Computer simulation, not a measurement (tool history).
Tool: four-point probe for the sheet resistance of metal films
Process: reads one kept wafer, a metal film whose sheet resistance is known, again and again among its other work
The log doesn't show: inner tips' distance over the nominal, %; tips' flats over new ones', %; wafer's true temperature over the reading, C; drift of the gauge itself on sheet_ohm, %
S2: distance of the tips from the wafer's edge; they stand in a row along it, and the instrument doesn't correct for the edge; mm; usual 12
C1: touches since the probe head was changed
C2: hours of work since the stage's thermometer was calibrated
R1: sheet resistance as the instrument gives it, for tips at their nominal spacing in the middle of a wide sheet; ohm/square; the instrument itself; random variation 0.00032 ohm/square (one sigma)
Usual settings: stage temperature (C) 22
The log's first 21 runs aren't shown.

Run 22, hour 821.8: usual settings but stage temperature (C) 25, S2 8 mm; C1 38836; C2 148. Result: R1 1.625288 ohm/square.
Run 23, hour 856.1: usual settings but stage temperature (C) 19; C1 40131; C2 171. Result: R1 1.618195 ohm/square.
Run 24, hour 898.1: usual settings but stage temperature (C) 19; C1 41719; C2 201. Result: R1 1.617798 ohm/square.
Run 25, hour 925.8: usual settings but S2 15 mm; C1 42765; C2 220. Result: R1 1.612646 ohm/square.
Run 26, hour 963.4: usual settings but S2 15 mm; C1 44185; C2 246. Result: R1 1.612522 ohm/square.
Run 27, hour 1002.6: usual settings but S2 4 mm; C1 45666; C2 273. Result: R1 1.688783 ohm/square.
Run 28, hour 1035.7: usual settings but stage temperature (C) 29, S2 22 mm; C1 46918; C2 296. Result: R1 1.604768 ohm/square.
Run 29, hour 1072.6: usual settings but stage temperature (C) 31, S2 36 mm; C1 48314; C2 322. Result: R1 1.602106 ohm/square.
Run 30, hour 1101.9: usual settings but stage temperature (C) 20, S2 3 mm; C1 49421; C2 342. Result: R1 1.748683 ohm/square.
Run 31, hour 1124.1: usual settings but stage temperature (C) 32, S2 4 mm; C1 50261; C2 358. Result: R1 1.681832 ohm/square.
Run 32, hour 1166.7: usual settings but stage temperature (C) 35, S2 4 mm; C1 51869; C2 387. Result: R1 1.680414 ohm/square.
Run 33, hour 1194.9: usual settings but stage temperature (C) 28, S2 66 mm; C1 52937; C2 407. Result: R1 1.603238 ohm/square.
Run 34, hour 1218.3: usual settings but stage temperature (C) 26, S2 72 mm; C1 53820; C2 423. Result: R1 1.603804 ohm/square.
Run 35, hour 1250.7: usual settings but S2 49 mm; C1 55044; C2 446. Result: R1 1.607697 ohm/square.
Run 36, hour 1301.2: usual settings but stage temperature (C) 24, S2 11 mm; C1 56951; C2 481. Result: R1 1.617485 ohm/square.
Run 37, hour 1336.8: usual settings but stage temperature (C) 27, S2 3 mm; C1 58299; C2 506. Result: R1 1.743905 ohm/square.
Run 38, hour 1358: usual settings but stage temperature (C) 27, S2 3 mm; C1 59100; C2 520. Result: R1 1.744316 ohm/square.
Run 39, hour 1399: usual settings but stage temperature (C) 27, S2 3 mm; C1 60649; C2 549. Result: R1 1.743267 ohm/square.
Run 40, hour 1425.6: usual settings but stage temperature (C) 27, S2 3 mm; C1 61654; C2 567. Result: R1 1.744142 ohm/square.

Forecast each of these 3 alternatives for the next run:
Run A, hour 1471: usual settings but stage temperature (C) 28, S2 41 mm; C1 63369; C2 599. Result: R1 ?.
Run B, hour 1471: usual settings but stage temperature (C) 18; C1 63369; C2 599. Result: R1 ?.
Run C, hour 1471: usual settings but stage temperature (C) 33, S2 44 mm; C1 63369; C2 599. Result: R1 ?.

run        R1
  A  1.604186
  B  1.619812
  C  1.600269
Without the tool's hidden state the same runs would have given:
run        R1
  A  1.601042
  B  1.616619
  C   1.59714
